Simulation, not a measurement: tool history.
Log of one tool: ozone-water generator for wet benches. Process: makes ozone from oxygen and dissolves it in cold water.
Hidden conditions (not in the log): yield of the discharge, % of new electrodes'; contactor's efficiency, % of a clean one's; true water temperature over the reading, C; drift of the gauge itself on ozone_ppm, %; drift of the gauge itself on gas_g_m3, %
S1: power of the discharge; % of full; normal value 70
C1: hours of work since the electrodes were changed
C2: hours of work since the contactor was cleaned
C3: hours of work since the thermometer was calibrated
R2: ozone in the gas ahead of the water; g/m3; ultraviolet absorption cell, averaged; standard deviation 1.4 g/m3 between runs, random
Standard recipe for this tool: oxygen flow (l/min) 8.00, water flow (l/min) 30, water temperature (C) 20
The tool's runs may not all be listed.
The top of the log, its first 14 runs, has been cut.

run 15 day=11.954 | S1=70 oxygen_flow_(l/min)=8.00 water_flow_(l/min)=20 water_temperature_(C)=20 | C1=1299 C2=502 C3=2401 | dissolved_ozone_(ppm)=39.5 R2=270.0
run 16 day=13.188 | S1=70 oxygen_flow_(l/min)=8.00 water_flow_(l/min)=37 water_temperature_(C)=20 | C1=1328 C2=532 C3=2430 | dissolved_ozone_(ppm)=26.8 R2=268.4
run 17 day=14.258 | S1=70 oxygen_flow_(l/min)=8.00 water_flow_(l/min)=37 water_temperature_(C)=20 | C1=1354 C2=558 C3=2456 | dissolved_ozone_(ppm)=27.1 R2=271.1
run 18 day=15.221 | S1=70 oxygen_flow_(l/min)=8.00 water_flow_(l/min)=37 water_temperature_(C)=20 | C1=1376 C2=580 C3=2479 | dissolved_ozone_(ppm)=27.0 R2=267.9
run 19 day=16.421 | S1=70 oxygen_flow_(l/min)=8.00 water_flow_(l/min)=37 water_temperature_(C)=20 | C1=1405 C2=609 C3=2507 | dissolved_ozone_(ppm)=26.8 R2=268.0
run 20 day=17.300 | S1=70 oxygen_flow_(l/min)=6.95 water_flow_(l/min)=37 water_temperature_(C)=14 | C1=1426 C2=630 C3=2528 | dissolved_ozone_(ppm)=28.2 R2=286.3
run 21 day=18.200 | S1=59 oxygen_flow_(l/min)=6.95 water_flow_(l/min)=19 water_temperature_(C)=14 | C1=1448 C2=652 C3=2550 | dissolved_ozone_(ppm)=39.7 R2=251.6
run 22 day=19.221 | S1=41 oxygen_flow_(l/min)=4.04 water_flow_(l/min)=27 water_temperature_(C)=20 | C1=1472 C2=676 C3=2574 | dissolved_ozone_(ppm)=19.6 R2=238.1
run 23 day=19.846 | S1=93 oxygen_flow_(l/min)=8.00 water_flow_(l/min)=30 water_temperature_(C)=25 | C1=1487 C2=691 C3=2589 | dissolved_ozone_(ppm)=36.2 R2=340.9
run 24 day=20.883 | S1=85 oxygen_flow_(l/min)=5.83 water_flow_(l/min)=30 water_temperature_(C)=20 | C1=1512 C2=716 C3=2614 | dissolved_ozone_(ppm)=34.9 R2=363.4
run 25 day=22.079 | S1=85 oxygen_flow_(l/min)=5.83 water_flow_(l/min)=30 water_temperature_(C)=16 | C1=1540 C2=744 C3=2642 | dissolved_ozone_(ppm)=36.9 R2=364.6
run 26 day=22.825 | S1=54 oxygen_flow_(l/min)=12.62 water_flow_(l/min)=34 water_temperature_(C)=23 | C1=1558 C2=762 C3=2660 | dissolved_ozone_(ppm)=22.8 R2=182.2
run 27 day=23.692 | S1=70 oxygen_flow_(l/min)=4.93 water_flow_(l/min)=26 water_temperature_(C)=26 | C1=1579 C2=782 C3=2681 | dissolved_ozone_(ppm)=30.0 R2=338.2
run 28 day=24.917 | S1=70 oxygen_flow_(l/min)=4.93 water_flow_(l/min)=26 water_temperature_(C)=26 | C1=1608 C2=812 C3=2710 | dissolved_ozone_(ppm)=29.7 R2=338.4
run 29 day=25.900 | S1=47 oxygen_flow_(l/min)=4.93 water_flow_(l/min)=33 water_temperature_(C)=13 | C1=1631 C2=835 C3=2733 | dissolved_ozone_(ppm)=21.0 R2=245.6
run 30 day=26.542 | S1=75 oxygen_flow_(l/min)=4.93 water_flow_(l/min)=33 water_temperature_(C)=15 | C1=1647 C2=850 C3=2749 | dissolved_ozone_(ppm)=29.6 R2=358.2
run 31 day=27.517 | S1=75 oxygen_flow_(l/min)=4.93 water_flow_(l/min)=33 water_temperature_(C)=15 | C1=1670 C2=874 C3=2772 | dissolved_ozone_(ppm)=29.8 R2=355.2
run 32 day=28.592 | S1=52 oxygen_flow_(l/min)=4.93 water_flow_(l/min)=27 water_temperature_(C)=26 | C1=1695 C2=899 C3=2798 | dissolved_ozone_(ppm)=22.9 R2=264.9

Below are 3 alternative next runs, each starting from the tool's condition after run 32. Predict each:
run A day=29.392 | S1=70 oxygen_flow_(l/min)=8.00 water_flow_(l/min)=30 water_temperature_(C)=13 | C1=1715 C2=919 C3=2817 | dissolved_ozone_(ppm)=? R2=?
run B day=29.392 | S1=52 oxygen_flow_(l/min)=4.93 water_flow_(l/min)=45 water_temperature_(C)=26 | C1=1715 C2=919 C3=2817 | dissolved_ozone_(ppm)=? R2=?
run C day=29.392 | S1=73 oxygen_flow_(l/min)=13.67 water_flow_(l/min)=30 water_temperature_(C)=25 | C1=1715 C2=919 C3=2817 | dissolved_ozone_(ppm)=? R2=?

run=A dissolved_ozone_(ppm)=34.1 R2=271.1
run=B dissolved_ozone_(ppm)=15.4 R2=268.1
run=C dissolved_ozone_(ppm)=29.5 R2=222.5
Stripped of hidden state, with their random variation kept, the same runs would have yielded:
run=A dissolved_ozone_(ppm)=34.1 R2=264.3
run=B dissolved_ozone_(ppm)=15.4 R2=261.4
run=C dissolved_ozone_(ppm)=29.6 R2=217.0

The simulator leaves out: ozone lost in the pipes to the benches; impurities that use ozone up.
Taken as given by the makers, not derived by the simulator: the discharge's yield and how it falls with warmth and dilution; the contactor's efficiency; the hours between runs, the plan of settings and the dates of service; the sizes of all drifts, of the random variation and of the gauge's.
